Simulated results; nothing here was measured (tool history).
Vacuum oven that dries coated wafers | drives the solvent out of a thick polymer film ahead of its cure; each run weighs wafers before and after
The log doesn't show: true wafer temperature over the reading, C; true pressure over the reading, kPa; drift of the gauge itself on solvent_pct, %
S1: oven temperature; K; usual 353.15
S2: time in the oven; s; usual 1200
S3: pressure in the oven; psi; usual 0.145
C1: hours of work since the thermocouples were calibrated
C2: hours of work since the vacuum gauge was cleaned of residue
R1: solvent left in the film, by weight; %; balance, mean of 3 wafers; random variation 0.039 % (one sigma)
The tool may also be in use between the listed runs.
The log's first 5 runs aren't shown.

{"run": 6, "hour": 254.9, "S1": 353.15, "S2": 1200, "S3": 0.138, "C1": 465, "C2": 647, "R1": 2.36}
{"run": 7, "hour": 305.3, "S1": 353.15, "S2": 1200, "S3": 0.138, "C1": 495, "C2": 677, "R1": 2.42}
{"run": 8, "hour": 350.8, "S1": 353.15, "S2": 1200, "S3": 0.138, "C1": 522, "C2": 705, "R1": 2.42}
{"run": 9, "hour": 388.9, "S1": 353.15, "S2": 1200, "S3": 0.186, "C1": 545, "C2": 728, "R1": 2.72}
{"run": 10, "hour": 421.0, "S1": 353.15, "S2": 1200, "S3": 0.186, "C1": 565, "C2": 747, "R1": 2.73}
{"run": 11, "hour": 478.2, "S1": 356.15, "S2": 1200, "S3": 0.145, "C1": 599, "C2": 782, "R1": 1.8}
{"run": 12, "hour": 539.7, "S1": 356.15, "S2": 1200, "S3": 0.145, "C1": 636, "C2": 819, "R1": 1.8}
{"run": 13, "hour": 571.4, "S1": 353.15, "S2": 960, "S3": 0.145, "C1": 655, "C2": 838, "R1": 2.97}
{"hour": 577.6, "done": "oven's thermocouples calibrated"}
{"run": 14, "hour": 600.6, "S1": 353.15, "S2": 960, "S3": 0.145, "C1": 14, "C2": 854, "R1": 3.02}
{"run": 15, "hour": 640.3, "S1": 346.15, "S2": 960, "S3": 0.145, "C1": 38, "C2": 878, "R1": 5.12}
{"run": 16, "hour": 694.6, "S1": 339.15, "S2": 1260, "S3": 0.3, "C1": 71, "C2": 911, "R1": 7.6}
{"run": 17, "hour": 728.2, "S1": 345.15, "S2": 1440, "S3": 0.117, "C1": 91, "C2": 931, "R1": 3.79}
{"run": 18, "hour": 784.6, "S1": 349.15, "S2": 1560, "S3": 0.115, "C1": 125, "C2": 965, "R1": 2.44}
{"run": 19, "hour": 848.2, "S1": 349.15, "S2": 900, "S3": 0.519, "C1": 163, "C2": 1004, "R1": 6.7}
{"run": 20, "hour": 914.3, "S1": 355.15, "S2": 600, "S3": 0.212, "C1": 203, "C2": 1043, "R1": 4.24}
{"run": 21, "hour": 952.6, "S1": 360.15, "S2": 600, "S3": 0.339, "C1": 226, "C2": 1067, "R1": 3.46}
{"hour": 960.1, "done": "oven's thermocouples calibrated, once more"}
{"run": 22, "hour": 996.6, "S1": 360.15, "S2": 600, "S3": 0.339, "C1": 22, "C2": 1092, "R1": 3.86}
{"run": 23, "hour": 1043.7, "S1": 353.15, "S2": 1500, "S3": 0.145, "C1": 50, "C2": 1120, "R1": 2.12}
{"run": 24, "hour": 1097.3, "S1": 359.15, "S2": 1620, "S3": 0.276, "C1": 83, "C2": 1153, "R1": 1.89}
{"run": 25, "hour": 1146.9, "S1": 359.15, "S2": 900, "S3": 0.117, "C1": 113, "C2": 1183, "R1": 1.89}
{"run": 26, "hour": 1192.9, "S1": 353.15, "S2": 1620, "S3": 0.355, "C1": 140, "C2": 1210, "R1": 3.53}
{"run": 27, "hour": 1255.2, "S1": 353.15, "S2": 1680, "S3": 0.355, "C1": 178, "C2": 1248, "R1": 3.32}
{"run": 28, "hour": 1303.2, "S1": 353.15, "S2": 660, "S3": 0.142, "C1": 207, "C2": 1277, "R1": 4.48}
{"run": 29, "hour": 1333.9, "S1": 353.15, "S2": 1200, "S3": 0.177, "C1": 225, "C2": 1295, "R1": 2.76}
{"run": 30, "hour": 1397.3, "S1": 353.15, "S2": 1200, "S3": 0.177, "C1": 264, "C2": 1334, "R1": 2.84}

Forecast each of these 4 alternatives for the next run:
{"run": "A", "hour": 1459.8, "S1": 353.15, "S2": 1680, "S3": 0.145, "C1": 301, "C2": 1371, "R1": "?"}
{"run": "B", "hour": 1459.8, "S1": 353.15, "S2": 1200, "S3": 0.119, "C1": 301, "C2": 1371, "R1": "?"}
{"run": "C", "hour": 1459.8, "S1": 353.15, "S2": 720, "S3": 0.216, "C1": 301, "C2": 1371, "R1": "?"}
{"run": "D", "hour": 1459.8, "S1": 368.15, "S2": 1200, "S3": 0.177, "C1": 301, "C2": 1371, "R1": "?"}

run=A R1=1.95
run=B R1=2.49
run=C R1=4.5
run=D R1=0.92
Without the tool's hidden state the same runs would have given:
run=A R1=1.76
run=B R1=2.34
run=C R1=4.41
run=D R1=0.79
